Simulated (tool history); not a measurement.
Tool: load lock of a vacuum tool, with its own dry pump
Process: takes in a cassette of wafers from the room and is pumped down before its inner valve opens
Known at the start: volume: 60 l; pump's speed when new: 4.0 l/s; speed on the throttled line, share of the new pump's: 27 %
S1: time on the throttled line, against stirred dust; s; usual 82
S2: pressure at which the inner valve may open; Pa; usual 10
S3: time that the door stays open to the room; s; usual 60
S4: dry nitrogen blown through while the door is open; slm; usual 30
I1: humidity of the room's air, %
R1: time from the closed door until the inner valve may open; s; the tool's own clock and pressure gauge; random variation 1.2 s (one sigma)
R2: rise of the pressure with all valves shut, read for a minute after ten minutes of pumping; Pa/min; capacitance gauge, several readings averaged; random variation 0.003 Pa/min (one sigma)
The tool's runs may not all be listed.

run 1 hour=0 | S1=82 S2=10 S3=60 S4=30 | I1=47.1 | R1=208.4 R2=0.048
run 2 hour=49.8 | S1=82 S2=13 S3=60 S4=30 | I1=46.5 | R1=201.4 R2=0.047
run 3 hour=150.5 | S1=82 S2=13 S3=60 S4=30 | I1=41.6 | R1=201.7 R2=0.045
run 4 hour=254.5 | S1=82 S2=13 S3=60 S4=4 | I1=49.6 | R1=202.8 R2=0.078
run 5 hour=367.9 | S1=82 S2=13 S3=60 S4=4 | I1=41.3 | R1=202.2 R2=0.058
run 6 hour=467.7 | S1=82 S2=13 S3=60 S4=4 | I1=45.9 | R1=205.5 R2=0.068
run 7 hour=521.5 | S1=82 S2=13 S3=60 S4=4 | I1=46.2 | R1=202.3 R2=0.074
run 8 hour=590.7 | S1=82 S2=13 S3=60 S4=4 | I1=47.6 | R1=201.5 R2=0.079
run 9 hour=680.9 | S1=87 S2=10 S3=60 S4=30 | I1=42.9 | R1=210.7 R2=0.05
run 10 hour=789.8 | S1=87 S2=8 S3=60 S4=30 | I1=45.8 | R1=215.7 R2=0.052
run 11 hour=896 | S1=82 S2=10 S3=60 S4=30 | I1=44.3 | R1=208.8 R2=0.049
run 12 hour=1000.3 | S1=82 S2=10 S3=60 S4=30 | I1=46.5 | R1=208.9 R2=0.051
run 13 hour=1062.2 | S1=82 S2=10 S3=60 S4=30 | I1=46.6 | R1=207.1 R2=0.055
run 14 hour=1119.8 | S1=82 S2=10 S3=60 S4=30 | I1=44.2 | R1=209.2 R2=0.05
run 15 hour=1187.2 | S1=82 S2=10 S3=60 S4=30 | I1=45 | R1=209.2 R2=0.048
run 16 hour=1258.3 | S1=82 S2=13 S3=60 S4=30 | I1=44.9 | R1=204.5 R2=0.053
run 17 hour=1305.9 | S1=82 S2=10 S3=60 S4=30 | I1=45.3 | R1=210.2 R2=0.05
run 18 hour=1357.9 | S1=82 S2=10 S3=87 S4=30 | I1=48.1 | R1=205.7 R2=0.059
run 19 hour=1411.5 | S1=82 S2=10 S3=60 S4=30 | I1=44.9 | R1=205 R2=0.049
run 20 hour=1464.4 | S1=52 S2=18 S3=60 S4=32 | I1=47.2 | R1=176.6 R2=0.054
run 21 hour=1521.7 | S1=52 S2=18 S3=60 S4=32 | I1=45.8 | R1=177.1 R2=0.048
run 22 hour=1581.2 | S1=52 S2=18 S3=60 S4=32 | I1=50.5 | R1=175.7 R2=0.057
run 23 hour=1650.2 | S1=52 S2=18 S3=60 S4=32 | I1=46.4 | R1=178.8 R2=0.055
run 24 hour=1698.1 | S1=135 S2=9 S3=49 S4=30 | I1=41.2 | R1=244.5 R2=0.054
run 25 hour=1775.7 | S1=135 S2=9 S3=49 S4=30 | I1=45.3 | R1=247.7 R2=0.053
run 26 hour=1834.9 | S1=82 S2=19 S3=27 S4=30 | I1=43 | R1=196.4 R2=0.043
run 27 hour=1883.9 | S1=43 S2=15 S3=116 S4=4 | I1=43.9 | R1=174.9 R2=0.087
run 28 hour=1999.8 | S1=43 S2=15 S3=116 S4=4 | I1=47.1 | R1=175.2 R2=0.096
run 29 hour=2058.6 | S1=69 S2=15 S3=199 S4=4 | I1=44 | R1=193 R2=0.096
run 30 hour=2173.9 | S1=69 S2=15 S3=199 S4=4 | I1=41.7 | R1=194.8 R2=0.101
run 31 hour=2235.5 | S1=82 S2=11 S3=60 S4=39 | I1=47.3 | R1=207.6 R2=0.053
run 32 hour=2310.1 | S1=82 S2=10 S3=60 S4=11 | I1=46 | R1=210.6 R2=0.073
run 33 hour=2412.5 | S1=41 S2=10 S3=60 S4=11 | I1=43.9 | R1=181.2 R2=0.067
run 34 hour=2467.6 | S1=41 S2=10 S3=31 S4=11 | I1=46 | R1=182.7 R2=0.066
run 35 hour=2546.5 | S1=41 S2=10 S3=31 S4=11 | I1=46.2 | R1=183.9 R2=0.062
run 36 hour=2657.9 | S1=41 S2=11 S3=61 S4=26 | I1=41.6 | R1=180.6 R2=0.061
run 37 hour=2756 | S1=41 S2=11 S3=61 S4=26 | I1=45.8 | R1=181.3 R2=0.058

Hidden state or all else? Some run-to-run changes of R1, split into what the settings, what came in and random variation would give without the hidden state, and what is left for the hidden state (with any gauge scatter that isn't in both results):
The hidden state here: pump's speed, % of a new pump's; leak at the door's seal, Pa l/s; drift of the gauge itself on ready_s, %; drift of the gauge itself on rise_pa_min, %.
Run 23 -> 24: S1 52 -> 135, S2 18 -> 9, S3 60 -> 49, S4 32 -> 30. R1 +65.7 s: hidden state -1, all else +66.7.
Run 25 -> 26: S1 135 -> 82, S2 9 -> 19, S3 49 -> 27. R1 -51.3 s: hidden state +0.3, all else -51.6.
Run 26 -> 27: S1 82 -> 43, S2 19 -> 15, S3 27 -> 116, S4 30 -> 4. R1 -21.5 s: hidden state +1.3, all else -22.8.
Run 32 -> 33: S1 82 -> 41. R1 -29.4 s: hidden state +1.2, all else -30.6.
